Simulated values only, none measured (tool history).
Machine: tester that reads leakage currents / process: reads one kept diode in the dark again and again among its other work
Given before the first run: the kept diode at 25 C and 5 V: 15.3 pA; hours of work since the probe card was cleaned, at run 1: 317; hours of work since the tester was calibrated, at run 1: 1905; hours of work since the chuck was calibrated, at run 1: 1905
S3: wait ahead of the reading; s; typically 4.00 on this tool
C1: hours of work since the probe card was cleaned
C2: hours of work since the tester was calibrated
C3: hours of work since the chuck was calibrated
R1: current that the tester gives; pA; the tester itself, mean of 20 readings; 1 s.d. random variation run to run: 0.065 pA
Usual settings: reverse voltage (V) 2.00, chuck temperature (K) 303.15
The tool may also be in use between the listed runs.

Run 1, hour 0.0: usual settings; C1 317; C2 1905; C3 1905. Result: R1 13.79 pA.
Run 2, hour 118.6: usual settings but chuck temperature (K) 314.15; C1 402; C2 1990; C3 1990. Result: R1 33.21 pA.
Run 3, hour 221.2: usual settings; C1 476; C2 2064; C3 2064. Result: R1 13.83 pA.
Run 4, hour 317.4: usual settings but S3 1.21 s; C1 545; C2 2133; C3 2133. Result: R1 14.32 pA.
Run 5, hour 392.1: usual settings but S3 1.21 s; C1 598; C2 2186; C3 2186. Result: R1 14.27 pA.
Run 6, hour 528.6: usual settings but S3 1.21 s; C1 696; C2 2284; C3 2284. Result: R1 14.18 pA.
At hour 588.3: chuck's temperature calibrated.
Run 7, hour 652.5: usual settings but S3 1.21 s; C1 784; C2 2372; C3 46. Result: R1 14.35 pA.
Run 8, hour 710.7: usual settings; C1 825; C2 2413; C3 88. Result: R1 13.65 pA.
Run 9, hour 830.8: usual settings; C1 911; C2 2500; C3 174. Result: R1 13.81 pA.
Run 10, hour 890.8: usual settings; C1 954; C2 2542; C3 217. Result: R1 13.72 pA.
Run 11, hour 963.0: usual settings; C1 1006; C2 2594; C3 269. Result: R1 13.72 pA.
Run 12, hour 1064.6: usual settings; C1 1079; C2 2667; C3 341. Result: R1 13.77 pA.
Run 13, hour 1205.5: usual settings but S3 0.55 s; C1 1180; C2 2768; C3 442. Result: R1 15.03 pA.
Run 14, hour 1275.1: usual settings but S3 0.55 s; C1 1230; C2 2818; C3 492. Result: R1 15.16 pA.
Run 15, hour 1372.7: usual settings but S3 0.60 s; C1 1300; C2 2888; C3 562. Result: R1 14.87 pA.
Run 16, hour 1470.2: usual settings; C1 1370; C2 2958; C3 632. Result: R1 13.83 pA.
Run 17, hour 1570.4: usual settings; C1 1442; C2 3030; C3 704. Result: R1 13.72 pA.
Run 18, hour 1647.4: usual settings; C1 1497; C2 3085; C3 759. Result: R1 13.84 pA.
Run 19, hour 1751.0: usual settings; C1 1571; C2 3159; C3 833. Result: R1 13.68 pA.
Run 20, hour 1831.9: usual settings but reverse voltage (V) 1.19; C1 1629; C2 3217; C3 891. Result: R1 10.08 pA.
Run 21, hour 1907.7: usual settings but reverse voltage (V) 9.05, chuck temperature (K) 307.15, S3 0.42 s; C1 1683; C2 3271; C3 946. Result: R1 54.89 pA.
Run 22, hour 1975.5: usual settings but reverse voltage (V) 12.01, chuck temperature (K) 322.15, S3 4.92 s; C1 1732; C2 3320; C3 994. Result: R1 177.86 pA.
Run 23, hour 2089.5: usual settings but reverse voltage (V) 3.75, chuck temperature (K) 312.15, S3 6.73 s; C1 1814; C2 3402; C3 1076. Result: R1 41.26 pA.
Run 24, hour 2175.2: usual settings but reverse voltage (V) 1.53, chuck temperature (K) 318.15, S3 3.57 s; C1 1875; C2 3463; C3 1137. Result: R1 38.37 pA.
Run 25, hour 2243.1: usual settings but reverse voltage (V) 1.51, chuck temperature (K) 297.15, S3 7.61 s; C1 1924; C2 3512; C3 1186. Result: R1 7.03 pA.
Run 26, hour 2320.6: usual settings but reverse voltage (V) 1.20, chuck temperature (K) 310.15, S3 1.17 s; C1 1979; C2 3567; C3 1242. Result: R1 18.11 pA.
Run 27, hour 2426.7: usual settings but reverse voltage (V) 1.20, chuck temperature (K) 310.15, S3 1.17 s; C1 2055; C2 3643; C3 1318. Result: R1 18.07 pA.
Run 28, hour 2560.0: usual settings but reverse voltage (V) 1.20, chuck temperature (K) 310.15, S3 1.17 s; C1 2151; C2 3739; C3 1413. Result: R1 18.06 pA.
Run 29, hour 2630.3: usual settings but reverse voltage (V) 5.00, chuck temperature (K) 309.15, S3 4.03 s; C1 2201; C2 3789; C3 1464. Result: R1 38.96 pA.
Run 30, hour 2726.4: usual settings but reverse voltage (V) 3.51, chuck temperature (K) 318.15, S3 5.49 s; C1 2270; C2 3858; C3 1533. Result: R1 62.59 pA.
Run 31, hour 2793.0: usual settings but reverse voltage (V) 3.51, chuck temperature (K) 318.15, S3 5.49 s; C1 2318; C2 3906; C3 1580. Result: R1 62.95 pA.
Run 32, hour 2910.5: usual settings but reverse voltage (V) 3.51, chuck temperature (K) 300.15, S3 8.63 s; C1 2402; C2 3990; C3 1665. Result: R1 15.10 pA.
Run 33, hour 3030.4: usual settings but reverse voltage (V) 1.22, chuck temperature (K) 306.15, S3 6.32 s; C1 2488; C2 4076; C3 1750. Result: R1 12.88 pA.
Run 34, hour 3170.7: usual settings but reverse voltage (V) 16.37, chuck temperature (K) 295.15, S3 3.87 s; C1 2589; C2 4177; C3 1851. Result: R1 25.98 pA.
Run 35, hour 3234.5: usual settings but reverse voltage (V) 7.35, chuck temperature (K) 295.15, S3 2.95 s; C1 2634; C2 4222; C3 1897. Result: R1 16.02 pA.
Run 36, hour 3342.3: usual settings but reverse voltage (V) 5.44, chuck temperature (K) 301.15, S3 0.41 s; C1 2712; C2 4300; C3 1974. Result: R1 26.13 pA.
Run 37, hour 3472.4: usual settings but reverse voltage (V) 3.68, chuck temperature (K) 315.15; C1 2805; C2 4393; C3 2067. Result: R1 51.54 pA.
Run 38, hour 3584.8: usual settings but reverse voltage (V) 8.59, chuck temperature (K) 312.15, S3 3.73 s; C1 2885; C2 4474; C3 2148. Result: R1 68.49 pA.

Results per run with the tool's hidden condition removed, run-to-run variation unchanged:
Hidden state present: stray current of the dirty probe card, pA a volt; current scale over the true one, %; true chuck temperature over the reading, C; drift of the gauge itself on leakage_pa, %.
run      R1
  1   13.78
  2   33.19
  3   13.82
  4   14.31
  5   14.26
  6   14.17
  7   14.35
  8   13.65
  9   13.80
 10   13.71
 11   13.71
 12   13.76
 13   15.02
 14   15.16
 15   14.86
 16   13.83
 17   13.71
 18   13.83
 19   13.68
 20   10.07
 21   54.85
 22  177.76
 23   41.24
 24   38.34
 25    7.02
 26   18.10
 27   18.05
 28   18.05
 29   38.92
 30   62.54
 31   62.90
 32   15.08
 33   12.87
 34   25.91
 35   15.99
 36   26.10
 37   51.49
 38   68.40
